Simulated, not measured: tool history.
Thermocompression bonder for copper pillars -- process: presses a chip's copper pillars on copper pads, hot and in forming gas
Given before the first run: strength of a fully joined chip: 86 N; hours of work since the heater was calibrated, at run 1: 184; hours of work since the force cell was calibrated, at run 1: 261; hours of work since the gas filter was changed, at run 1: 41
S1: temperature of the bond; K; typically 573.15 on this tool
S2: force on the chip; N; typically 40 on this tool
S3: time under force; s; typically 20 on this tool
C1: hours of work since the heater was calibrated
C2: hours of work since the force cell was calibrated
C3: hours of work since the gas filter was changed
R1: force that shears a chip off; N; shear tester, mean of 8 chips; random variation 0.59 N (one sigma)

run	day	S1	S2	S3	C1	C2	C3	R1
1	0.000	573.15	40	20	184	261	41	32.5
2	0.421	573.15	40	20	190	267	47	31.9
3	0.642	573.15	40	20	193	270	50	31.2
4	0.954	573.15	40	17	197	275	54	29.5
5	1.383	573.15	40	20	203	280	60	32.8
6	1.738	573.15	40	20	208	285	65	31.7
7	2.196	573.15	40	20	214	291	71	31.9
8	2.596	573.15	40	31	220	297	76	37.8
9	2.808	573.15	40	31	223	300	79	36.8
10	3.183	573.15	40	31	228	305	84	37.1
11	3.667	573.15	40	31	234	312	91	36.4
12	4.146	573.15	40	31	241	318	98	37.3
13	4.429	573.15	40	31	245	322	101	37.0
14	4.871	545.15	40	20	251	328	107	23.7
15	5.188	545.15	40	20	255	332	112	24.1
16	5.446	573.15	40	20	259	336	115	28.9
17	5.888	573.15	40	20	265	342	121	30.8
18	6.121	573.15	40	20	268	345	125	31.7
19	6.604	573.15	40	20	275	352	131	30.7
20	6.904	573.15	40	20	279	356	135	31.7
21	7.262	552.15	33	20	284	361	140	21.3
22	7.542	589.15	47	20	287	365	144	40.8
23	7.792	569.15	28	30	291	368	147	25.7
# day 7.900: force cell calibrated
# day 8.233: forming gas filter changed
24	8.325	569.15	28	30	297	6	1	26.9
25	8.683	569.15	53	30	302	10	6	43.9
26	9.100	569.15	53	30	308	16	12	43.3
27	9.608	544.15	37	11	315	23	19	17.3
# day 9.779: force cell calibrated, once more
28	9.946	544.15	37	11	318	2	23	17.1
29	10.350	573.15	40	34	324	8	28	38.6
30	10.825	581.15	56	16	330	14	35	39.5
31	11.033	581.15	56	16	333	17	37	39.3
32	11.250	572.15	47	13	336	20	40	29.9
33	11.679	572.15	57	19	342	26	46	39.4
34	11.929	573.15	40	28	346	29	50	35.9

Run 35 has not been measured yet. What should we expect?
35	12.225	573.15	40	28	350	33	54	?

{"run 35": {"R1": 35.4}}
Had the tool carried no hidden state, the very same run would have given R1 37.1 N.

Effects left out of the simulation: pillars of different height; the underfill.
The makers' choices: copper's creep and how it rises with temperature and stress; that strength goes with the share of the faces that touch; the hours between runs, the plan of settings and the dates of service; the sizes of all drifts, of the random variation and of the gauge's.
